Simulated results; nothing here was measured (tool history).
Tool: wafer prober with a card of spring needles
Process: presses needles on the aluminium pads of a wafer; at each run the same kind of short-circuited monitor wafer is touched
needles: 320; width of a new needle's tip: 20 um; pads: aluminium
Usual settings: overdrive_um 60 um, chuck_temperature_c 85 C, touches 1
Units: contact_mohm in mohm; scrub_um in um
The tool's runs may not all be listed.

| run | hour | overdrive_um | chuck_temperature_c | touches | contact_mohm | scrub_um |
|---|---|---|---|---|---|---|
| 1 | 0.0 | 60 | 85 | 1 | 281 | 9.82 |
|  | 0.8 | tips cleaned on abrasive film |
|  | 5.1 | tips cleaned on abrasive film |
| 2 | 6.5 | 60 | 85 | 1 | 273 | 9.27 |
|  | 9.5 | tips cleaned on abrasive film |
|  | 13.7 | tips cleaned on abrasive film |
| 3 | 13.7 | 60 | 85 | 1 | 264 | 9.22 |
|  | 17.8 | tips cleaned on abrasive film |
| 4 | 20.0 | 60 | 85 | 1 | 278 | 9.33 |
|  | 21.5 | tips cleaned on abrasive film, once more |
|  | 23.2 | height of the first contact set anew |
|  | 26.1 | tips cleaned on abrasive film |
| 5 | 26.9 | 60 | 85 | 3 | 254 | 10.73 |
|  | 30.3 | tips cleaned on abrasive film |
| 6 | 31.3 | 60 | 41 | 1 | 248 | 10.57 |
|  | 34.9 | tips cleaned on abrasive film |
| 7 | 35.8 | 60 | 116 | 1 | 268 | 10.60 |
|  | 39.4 | tips cleaned on abrasive film |
| 8 | 41.7 | 60 | 85 | 1 | 271 | 10.74 |
|  | 44.1 | tips cleaned on abrasive film |
|  | 48.2 | tips cleaned on abrasive film |
| 9 | 48.2 | 60 | 85 | 1 | 259 | 10.64 |
|  | 52.3 | tips cleaned on abrasive film |
|  | 56.3 | tips cleaned on abrasive film |
| 10 | 56.4 | 66 | 85 | 1 | 257 | 11.61 |
|  | 60.4 | tips cleaned on abrasive film |
|  | 64.6 | tips cleaned on abrasive film |
| 11 | 66.1 | 66 | 85 | 1 | 264 | 11.74 |
|  | 69.2 | tips cleaned on abrasive film |
| 12 | 70.6 | 66 | 85 | 1 | 263 | 11.57 |
|  | 73.5 | tips cleaned on abrasive film |
|  | 77.6 | tips cleaned on abrasive film |
| 13 | 80.0 | 66 | 85 | 1 | 265 | 11.46 |
|  | 82.4 | tips cleaned on abrasive film |
| 14 | 85.7 | 66 | 85 | 1 | 271 | 11.53 |
|  | 86.5 | tips cleaned on abrasive film |
|  | 90.4 | tips cleaned on abrasive film |
|  | 94.5 | tips cleaned on abrasive film |
| 15 | 96.1 | 66 | 85 | 1 | 269 | 11.53 |
|  | 98.8 | tips cleaned on abrasive film |
|  | 103.1 | tips cleaned on abrasive film |
| 16 | 105.9 | 66 | 85 | 1 | 273 | 11.51 |
|  | 107.1 | tips cleaned on abrasive film |
|  | 111.0 | tips cleaned on abrasive film |
| 17 | 111.0 | 55 | 57 | 2 | 252 | 9.52 |
|  | 115.4 | tips cleaned on abrasive film |
|  | 119.4 | tips cleaned on abrasive film |
| 18 | 121.0 | 55 | 57 | 2 | 259 | 9.64 |
|  | 123.3 | tips cleaned on abrasive film |
| 19 | 126.4 | 69 | 77 | 2 | 259 | 12.04 |
|  | 127.6 | tips cleaned on abrasive film |
|  | 131.5 | tips cleaned on abrasive film |
|  | 135.7 | tips cleaned on abrasive film |
| 20 | 136.3 | 55 | 53 | 3 | 254 | 9.46 |
|  | 140.2 | tips cleaned on abrasive film |
| 21 | 143.9 | 63 | 85 | 2 | 270 | 10.90 |
|  | 144.6 | tips cleaned on abrasive film |
|  | 149.1 | tips cleaned on abrasive film |
| 22 | 149.6 | 63 | 85 | 2 | 261 | 10.95 |
|  | 153.6 | tips cleaned on abrasive film |
| 23 | 153.9 | 78 | 85 | 1 | 254 | 13.51 |
|  | 157.9 | tips cleaned on abrasive film |
| 24 | 159.0 | 43 | 119 | 1 | 290 | 7.25 |
|  | 162.2 | tips cleaned on abrasive film |
|  | 166.6 | tips cleaned on abrasive film |
| 25 | 169.4 | 43 | 119 | 1 | 313 | 7.20 |
|  | 170.9 | tips cleaned on abrasive film |
|  | 175.2 | tips cleaned on abrasive film |
|  | 179.4 | tips cleaned on abrasive film |
| 26 | 179.4 | 68 | 41 | 1 | 248 | 11.67 |
|  | 183.3 | tips cleaned on abrasive film |
| 27 | 186.1 | 70 | 43 | 1 | 259 | 12.13 |
|  | 187.8 | tips cleaned on abrasive film |
|  | 192.0 | tips cleaned on abrasive film |
| 28 | 192.9 | 71 | 66 | 2 | 248 | 12.10 |
|  | 196.4 | tips cleaned on abrasive film |
|  | 200.6 | tips cleaned on abrasive film |
| 29 | 203.5 | 60 | 72 | 1 | 278 | 10.19 |
|  | 205.1 | tips cleaned on abrasive film |
|  | 209.4 | tips cleaned on abrasive film |
| 30 | 211.2 | 50 | 42 | 3 | 257 | 8.33 |
|  | 213.4 | tips cleaned on abrasive film |
|  | 217.5 | tips cleaned on abrasive film |
| 31 | 220.2 | 61 | 67 | 1 | 273 | 10.32 |
|  | 221.8 | tips cleaned on abrasive film |
|  | 226.2 | tips cleaned on abrasive film |
| 32 | 229.1 | 61 | 67 | 1 | 278 | 10.32 |

3 ways to go on from here, each from the tool as it stands after run 32. What would each give?
|  | 230.4 | tips cleaned on abrasive film |
|  | 234.6 | tips cleaned on abrasive film |
| A | 237.8 | 41 | 85 | 1 | ? | ? |
|  | 230.4 | tips cleaned on abrasive film |
|  | 234.6 | tips cleaned on abrasive film |
| B | 237.8 | 61 | 40 | 1 | ? | ? |
|  | 230.4 | tips cleaned on abrasive film |
|  | 234.6 | tips cleaned on abrasive film |
| C | 237.8 | 51 | 25 | 1 | ? | ? |

| run | contact_mohm | scrub_um |
|---|---|---|
| A | 320 | 6.76 |
| B | 271 | 10.29 |
| C | 277 | 8.42 |
Without the tool's hidden state the same runs would have given:
| run | contact_mohm | scrub_um |
|---|---|---|
| A | 260 | 7.29 |
| B | 241 | 10.81 |
| C | 235 | 8.94 |
